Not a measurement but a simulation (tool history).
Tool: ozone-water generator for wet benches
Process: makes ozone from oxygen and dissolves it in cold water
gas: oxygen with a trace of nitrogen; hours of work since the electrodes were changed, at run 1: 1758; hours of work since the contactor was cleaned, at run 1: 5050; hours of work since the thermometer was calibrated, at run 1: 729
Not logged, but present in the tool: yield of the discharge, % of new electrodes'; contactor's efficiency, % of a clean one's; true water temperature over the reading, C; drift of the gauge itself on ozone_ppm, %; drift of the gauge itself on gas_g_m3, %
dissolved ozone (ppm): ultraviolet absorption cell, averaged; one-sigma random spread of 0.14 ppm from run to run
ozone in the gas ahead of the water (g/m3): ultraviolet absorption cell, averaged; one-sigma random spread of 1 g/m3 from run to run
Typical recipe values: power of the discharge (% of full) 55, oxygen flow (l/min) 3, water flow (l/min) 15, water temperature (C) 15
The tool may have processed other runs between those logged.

run    hour  power of the discharge (% of full)  oxygen flow (l/min)  water flow (l/min)  water temperature (C)  hours of work since the electrodes were changed  hours of work since the contactor was cleaned  hours of work since the thermometer was calibrated  dissolved ozone (ppm)  ozone in the gas ahead of the water (g/m3)
  1       0                                  55                    3                  15                     15                                             1758                                           5050                                                 729                   16.1                                       172.1
  2    86.4                                  55                    3                  15                     15                                             1814                                           5106                                                 785                     16                                       174.8
  3   154.3                                  55                  2.4                  15                     15                                             1858                                           5150                                                 829                   15.3                                       191.4
  4   280.4                                  55                  2.4                  24                     15                                             1940                                           5232                                                 911                    9.1                                       193.6
  5   366.6                                  55                  2.4                  24                     15                                             1996                                           5288                                                 967                    9.2                                       192.6
  6   467.5                                  55                  2.4                  24                     15                                             2062                                           5354                                                1033                      9                                         193
  7   552.2                                  50                    3                  15                     15                                             2117                                           5409                                                1088                   14.8                                       160.2
  8   616.7                                  71                    3                  15                     15                                             2159                                           5451                                                1130                   20.6                                       222.9
  9   694.3                                  71                    3                  15                     15                                             2209                                           5501                                                1180                   20.4                                         224
 10   763.2                                  71                    3                  15                     15                                             2254                                           5546                                                1225                   20.4                                       226.3
 11     842                                  75                    3                  15                     15                                             2305                                           5597                                                1276                   21.5                                       235.2
 12   899.1                                  75                    3                  15                     15                                             2342                                           5634                                                1313                   21.6                                       235.4
 13  1034.1                                  75                    3                  15                     15                                             2430                                           5722                                                1401                   21.8                                       236.9
 14  1149.6                                  77                    3                  15                     15                                             2505                                           5797                                                1476                   22.1                                       243.9
 15  1215.6                                  77                    3                  15                     15                                             2548                                           5840                                                1519                   22.1                                       245.4
 16  1329.6                                  55                    3                  16                     15                                             2622                                           5914                                                1593                   15.2                                       179.6
     1397.5  -- gauge calibrated
 17  1409.6                                  55                    3                  16                     15                                             2674                                           5966                                                1645                   15.2                                       172.4
 18  1491.1                                  55                    3                  15                      9                                             2727                                           6019                                                1698                   17.3                                       173.5
 19  1602.8                                  55                    4                  10                     15                                             2800                                           6092                                                1771                   23.5                                       154.8
 20  1727.7                                  55                    4                  10                     15                                             2881                                           6173                                                1852                   23.8                                       154.1
 21  1852.4                                  55                    4                  10                     15                                             2962                                           6254                                                1933                   23.6                                       156.1

Predict the results of run 22:
 22  1978.6                                  55                    4                  10                     15                                             3044                                           6336                                                2015                      ?                                           ?

For run 22 the tool returned dissolved ozone (ppm) 23.7, ozone in the gas ahead of the water (g/m3) 156.4.
Had the tool carried no hidden state, the very same run would have given dissolved ozone (ppm) 23.7, ozone in the gas ahead of the water (g/m3) 154.6.

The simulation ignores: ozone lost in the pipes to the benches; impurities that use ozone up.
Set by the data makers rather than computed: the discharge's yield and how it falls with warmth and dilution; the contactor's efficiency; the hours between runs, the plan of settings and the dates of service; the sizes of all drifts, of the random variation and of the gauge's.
